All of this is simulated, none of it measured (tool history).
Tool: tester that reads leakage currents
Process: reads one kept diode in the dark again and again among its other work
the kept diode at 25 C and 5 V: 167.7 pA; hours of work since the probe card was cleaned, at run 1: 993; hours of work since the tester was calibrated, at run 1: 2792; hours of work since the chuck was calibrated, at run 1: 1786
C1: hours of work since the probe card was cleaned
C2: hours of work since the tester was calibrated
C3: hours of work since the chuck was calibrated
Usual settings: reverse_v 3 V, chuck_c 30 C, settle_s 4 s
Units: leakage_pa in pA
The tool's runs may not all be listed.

Run 1, hour 0: usual settings; C1 993; C2 2792; C3 1786. Result: leakage_pa 175.89 pA.
Run 2, hour 142.7: usual settings but chuck_c 31 C; C1 1105; C2 2903; C3 1898. Result: leakage_pa 188.19 pA.
At hour 185.9: chuck's temperature calibrated.
At hour 317.9: tester calibrated.
Run 3, hour 373.2: usual settings but reverse_v 11.29 V, chuck_c 31 C; C1 1282; C2 43; C3 145. Result: leakage_pa 372.48 pA.
Run 4, hour 525.1: usual settings but reverse_v 11.29 V, chuck_c 31 C; C1 1401; C2 162; C3 264. Result: leakage_pa 372.02 pA.
Run 5, hour 675.5: usual settings; C1 1519; C2 280; C3 382. Result: leakage_pa 198.4 pA.
Run 6, hour 909.7: usual settings; C1 1702; C2 463; C3 565. Result: leakage_pa 197.05 pA.
Run 7, hour 1177.9: usual settings; C1 1912; C2 673; C3 775. Result: leakage_pa 193.58 pA.
Run 8, hour 1425.1: usual settings; C1 2106; C2 867; C3 968. Result: leakage_pa 191.22 pA.
At hour 1685.1: probe card cleaned and baked.
Run 9, hour 1685.1: usual settings; C1 0; C2 1068; C3 1169. Result: leakage_pa 182.79 pA.
Run 10, hour 1892.2: usual settings; C1 162; C2 1230; C3 1332. Result: leakage_pa 181.43 pA.
Run 11, hour 2082.4: usual settings; C1 311; C2 1379; C3 1480. Result: leakage_pa 179.75 pA.
Run 12, hour 2274.5: usual settings; C1 461; C2 1529; C3 1631. Result: leakage_pa 178.57 pA.
Run 13, hour 2429.6: usual settings; C1 583; C2 1650; C3 1752. Result: leakage_pa 177.45 pA.
At hour 2656.7: chuck's temperature calibrated.
Run 14, hour 2656.7: usual settings; C1 759; C2 1827; C3 0. Result: leakage_pa 198.47 pA.
Run 15, hour 2897.5: usual settings but settle_s 2.95 s; C1 947; C2 2015; C3 188. Result: leakage_pa 196.81 pA.
Run 16, hour 3107.1: usual settings but settle_s 2.95 s; C1 1111; C2 2179; C3 353. Result: leakage_pa 194.78 pA.
Run 17, hour 3288.6: usual settings; C1 1253; C2 2321; C3 495. Result: leakage_pa 193.38 pA.
Run 18, hour 3457.3: usual settings; C1 1385; C2 2453; C3 627. Result: leakage_pa 191.65 pA.
Run 19, hour 3631.2: usual settings; C1 1522; C2 2589; C3 763. Result: leakage_pa 189.48 pA.
Run 20, hour 3754.6: usual settings but reverse_v 1.14 V, settle_s 0.8 s; C1 1618; C2 2686; C3 859. Result: leakage_pa 127.34 pA.
Run 21, hour 3969.6: usual settings but reverse_v 2.3 V, settle_s 2.8 s; C1 1786; C2 2854; C3 1027. Result: leakage_pa 167.61 pA.
Run 22, hour 4186.8: usual settings but settle_s 0.5 s; C1 1956; C2 3024; C3 1198. Result: leakage_pa 186.98 pA.
At hour 4203.6: tester calibrated.
Run 23, hour 4376.3: usual settings but reverse_v 10.02 V, chuck_c 39 C, settle_s 2.04 s; C1 2103; C2 135; C3 1344. Result: leakage_pa 579.86 pA.
At hour 4633.5: probe card cleaned and baked.
Run 24, hour 4654.3: usual settings but reverse_v 10.02 V, chuck_c 39 C, settle_s 2.04 s; C1 16; C2 350; C3 1559. Result: leakage_pa 550.37 pA.
Run 25, hour 4820: usual settings but reverse_v 13.08 V, chuck_c 31 C; C1 146; C2 480; C3 1689. Result: leakage_pa 346.74 pA.
Run 26, hour 5031.4: usual settings but reverse_v 13.08 V, chuck_c 31 C; C1 311; C2 646; C3 1855. Result: leakage_pa 343.32 pA.
At hour 5132.7: chuck's temperature calibrated.
Run 27, hour 5279.1: usual settings but reverse_v 2.38 V, chuck_c 49 C; C1 504; C2 838; C3 115. Result: leakage_pa 659.98 pA.
Run 28, hour 5533.5: usual settings but reverse_v 6.92 V, chuck_c 32 C, settle_s 0.35 s; C1 703; C2 1037; C3 314. Result: leakage_pa 322.33 pA.
Run 29, hour 5814.9: usual settings but reverse_v 6.74 V, settle_s 1.06 s; C1 923; C2 1257; C3 534. Result: leakage_pa 270.71 pA.
Run 30, hour 6040.6: usual settings but chuck_c 36 C, settle_s 0.52 s; C1 1100; C2 1434; C3 711. Result: leakage_pa 294.14 pA.
Run 31, hour 6230.8: usual settings but chuck_c 46 C; C1 1249; C2 1583; C3 859. Result: leakage_pa 565.51 pA.
Run 32, hour 6416.6: usual settings but chuck_c 46 C; C1 1394; C2 1728; C3 1005. Result: leakage_pa 559.98 pA.
Run 33, hour 6689.9: usual settings but reverse_v 11.91 V, chuck_c 31 C, settle_s 1.83 s; C1 1608; C2 1942; C3 1219. Result: leakage_pa 356.6 pA.
Run 34, hour 6892.3: usual settings but reverse_v 3.26 V, chuck_c 27 C, settle_s 0.47 s; C1 1766; C2 2100; C3 1377. Result: leakage_pa 156.01 pA.
Run 35, hour 7117.4: usual settings but reverse_v 3.26 V, chuck_c 27 C, settle_s 0.47 s; C1 1943; C2 2277; C3 1553. Result: leakage_pa 153.72 pA.
Run 36, hour 7317.1: usual settings but reverse_v 2.43 V, chuck_c 33 C, settle_s 2.95 s; C1 2099; C2 2433; C3 1710. Result: leakage_pa 204.96 pA.
At hour 7572.8: probe card cleaned and baked.
Run 37, hour 7575.6: usual settings but reverse_v 2.43 V, chuck_c 33 C, settle_s 2.95 s; C1 2; C2 2633; C3 1910. Result: leakage_pa 196.9 pA.

The same runs without the tool's hidden state, with the same run-to-run variation:
The hidden state here: stray current of the dirty probe card, pA a volt; current scale over the true one, %; true chuck temperature over the reading, C; drift of the gauge itself on leakage_pa, %.
run  leakage_pa
  1      198.02
  2      213.25
  3      360.93
  4      362.25
  5      198.57
  6      199.43
  7      198.18
  8      198.14
  9      198.46
 10      198.76
 11      198.63
 12      199.13
 13      199.14
 14      198.47
 15      199.12
 16      199.03
 17      199.26
 18      198.89
 19       198.3
 20      135.48
 21      178.84
 22      200.57
 23      606.21
 24      606.14
 25      385.36
 26      384.04
 27       666.6
 28      326.28
 29      276.38
 30      307.14
 31      597.83
 32      597.41
 33      371.49
 34      167.32
 35       166.4
 36       227.3
 37      226.79

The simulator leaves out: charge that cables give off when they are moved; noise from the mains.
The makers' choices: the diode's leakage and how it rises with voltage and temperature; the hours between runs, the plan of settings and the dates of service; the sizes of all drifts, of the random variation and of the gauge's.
